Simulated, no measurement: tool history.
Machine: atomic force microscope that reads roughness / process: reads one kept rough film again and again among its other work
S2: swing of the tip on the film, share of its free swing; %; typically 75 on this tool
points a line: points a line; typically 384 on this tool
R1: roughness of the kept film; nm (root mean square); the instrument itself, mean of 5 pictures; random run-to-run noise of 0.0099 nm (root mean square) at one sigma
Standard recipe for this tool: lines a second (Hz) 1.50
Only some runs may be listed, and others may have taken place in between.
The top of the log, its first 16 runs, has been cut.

-- day=29.812 new tip fitted
run 17 day=31.650 | lines_a_second_(Hz)=1.00 S2=67 points_a_line=371 | R1=2.161
-- day=33.458 new tip fitted
run 18 day=34.542 | lines_a_second_(Hz)=3.76 S2=68 points_a_line=339 | R1=2.079
run 19 day=36.529 | lines_a_second_(Hz)=1.17 S2=71 points_a_line=419 | R1=2.067
-- day=37.208 new tip fitted
run 20 day=39.008 | lines_a_second_(Hz)=2.11 S2=76 points_a_line=852 | R1=2.049
run 21 day=40.258 | lines_a_second_(Hz)=1.50 S2=75 points_a_line=409 | R1=1.999
-- day=40.896 new tip fitted
run 22 day=43.017 | lines_a_second_(Hz)=1.50 S2=75 points_a_line=409 | R1=2.097
-- day=44.558 new tip fitted
run 23 day=45.375 | lines_a_second_(Hz)=0.50 S2=80 points_a_line=687 | R1=2.283
run 24 day=48.054 | lines_a_second_(Hz)=0.96 S2=84 points_a_line=777 | R1=1.993
-- day=48.217 new tip fitted
run 25 day=50.088 | lines_a_second_(Hz)=0.70 S2=57 points_a_line=569 | R1=2.196
-- day=51.950 new tip fitted
run 26 day=51.979 | lines_a_second_(Hz)=0.78 S2=74 points_a_line=935 | R1=2.341
run 27 day=54.362 | lines_a_second_(Hz)=0.78 S2=74 points_a_line=935 | R1=2.139
-- day=55.658 new tip fitted
run 28 day=56.683 | lines_a_second_(Hz)=1.96 S2=75 points_a_line=870 | R1=2.123
run 29 day=58.571 | lines_a_second_(Hz)=1.96 S2=75 points_a_line=870 | R1=2.026
-- day=59.321 new tip fitted
run 30 day=59.988 | lines_a_second_(Hz)=3.95 S2=58 points_a_line=502 | R1=2.215
run 31 day=62.296 | lines_a_second_(Hz)=1.23 S2=58 points_a_line=649 | R1=2.137

Consider 4 possible next runs. They are alternatives, not a sequence: every one starts from the tool as it was left by run 31. What does each give?
-- day=62.958 new tip fitted
run A day=65.254 | lines_a_second_(Hz)=3.09 S2=67 points_a_line=331 | R1=?
-- day=62.958 new tip fitted
run B day=65.254 | lines_a_second_(Hz)=1.28 S2=62 points_a_line=622 | R1=?
-- day=62.958 new tip fitted
run C day=65.254 | lines_a_second_(Hz)=1.50 S2=67 points_a_line=384 | R1=?
-- day=62.958 new tip fitted
run D day=65.254 | lines_a_second_(Hz)=1.50 S2=75 points_a_line=857 | R1=?

run=A R1=2.066
run=B R1=2.157
run=C R1=2.132
run=D R1=2.108
Take away the tool's hidden state, keep each run's random variation, and the runs would have read:
run=A R1=2.227
run=B R1=2.325
run=C R1=2.299
run=D R1=2.273

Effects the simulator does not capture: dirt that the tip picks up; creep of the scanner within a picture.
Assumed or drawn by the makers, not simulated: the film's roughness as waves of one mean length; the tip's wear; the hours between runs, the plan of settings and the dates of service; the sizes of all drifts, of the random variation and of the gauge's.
